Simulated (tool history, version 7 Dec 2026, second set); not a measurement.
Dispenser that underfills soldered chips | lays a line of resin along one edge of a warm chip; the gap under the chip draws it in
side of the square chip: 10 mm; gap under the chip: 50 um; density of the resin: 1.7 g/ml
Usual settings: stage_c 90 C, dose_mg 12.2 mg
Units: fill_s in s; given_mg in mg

| run | day | stage_c | dose_mg | fill_s | given_mg |
|---|---|---|---|---|---|
| 1 | 0.000 | 90 | 12.2 | 146.2 | 12.14 |
| 2 | 0.146 | 90 | 12.2 | 181.5 | 12.16 |
| 3 | 0.250 | 90 | 10.7 | 220.7 | 10.67 |
|  | 0.392 | new syringe of resin |
| 4 | 0.508 | 77 | 12.2 | 231.4 | 12.10 |
| 5 | 0.650 | 103 | 12.2 | 98.1 | 12.15 |
| 6 | 0.846 | 103 | 12.2 | 126.4 | 12.07 |
| 7 | 0.967 | 90 | 14.1 | 250.5 | 13.97 |
|  | 0.988 | new syringe of resin |
| 8 | 1.121 | 90 | 14.1 | 130.7 | 13.98 |
| 9 | 1.246 | 90 | 14.1 | 159.9 | 13.96 |
| 10 | 1.388 | 82 | 12.2 | 278.4 | 12.03 |
|  | 1.579 | new syringe of resin |
| 11 | 1.604 | 84 | 12.6 | 144.9 | 12.45 |

Forecast run 12:
| 12 | 1.833 | 103 | 15.5 | ? | ? |

fill_s: 91.3 s
given_mg: 15.26 mg
Without the tool's hidden state the same run would have given fill_s 64.2 s, given_mg 15.47 mg.
